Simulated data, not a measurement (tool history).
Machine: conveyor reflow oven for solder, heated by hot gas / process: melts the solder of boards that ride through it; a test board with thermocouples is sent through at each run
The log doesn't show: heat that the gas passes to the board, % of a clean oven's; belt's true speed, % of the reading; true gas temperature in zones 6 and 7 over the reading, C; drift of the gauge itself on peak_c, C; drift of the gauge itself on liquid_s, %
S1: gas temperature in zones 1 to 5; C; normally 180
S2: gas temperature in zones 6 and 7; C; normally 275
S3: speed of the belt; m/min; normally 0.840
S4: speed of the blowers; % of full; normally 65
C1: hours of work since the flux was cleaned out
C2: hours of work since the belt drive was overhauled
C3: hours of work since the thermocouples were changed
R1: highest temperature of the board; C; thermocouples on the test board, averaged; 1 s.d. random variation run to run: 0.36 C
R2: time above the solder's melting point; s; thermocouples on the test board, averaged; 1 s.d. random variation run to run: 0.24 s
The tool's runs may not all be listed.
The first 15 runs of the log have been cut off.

run,hour,S1,S2,S3,S4,C1,C2,C3,R1,R2
16,322.5,180,264,0.840,65,378,145,831,252.4,44.6
# hour 349.9: flux residue cleaned out of gas plates and filters
17,356.7,180,264,0.840,65,4,165,850,253.5,45.4
18,372.2,180,264,0.946,78,15,175,860,253.0,39.9
19,385.7,180,283,0.706,65,24,184,869,274.7,63.9
20,410.4,192,275,0.840,58,40,200,885,263.2,53.0
21,434.0,192,275,0.840,58,55,216,901,263.2,53.2
22,455.8,180,275,0.840,89,70,230,915,267.7,51.8
23,482.2,182,289,0.900,78,87,247,933,277.1,50.8
24,509.9,182,284,0.900,78,105,266,951,272.7,50.2
25,523.4,182,284,0.900,78,114,275,960,272.6,49.8
26,548.2,180,275,0.677,65,131,291,976,269.0,64.9
27,572.8,179,283,0.800,65,147,307,992,271.5,55.1
28,594.3,172,285,0.722,81,161,321,1006,278.6,61.7
29,621.6,195,280,0.766,83,179,339,1024,275.1,62.4
30,643.4,182,268,0.739,79,193,354,1039,263.1,57.7
31,671.9,182,268,0.901,79,212,372,1057,258.2,45.3

Forecast each of these 3 alternatives for the next run:
A,701.7,180,270,0.909,80,232,392,1077,?,?
B,701.7,167,265,0.671,65,232,392,1077,?,?
C,701.7,189,275,0.906,65,232,392,1077,?,?

run,R1,R2
A,259.7,44.6
B,258.5,57.3
C,262.7,48.0
Without the tool's unlogged condition, the same runs would have read:
run,R1,R2
A,258.4,44.0
B,256.7,56.3
C,261.3,47.3
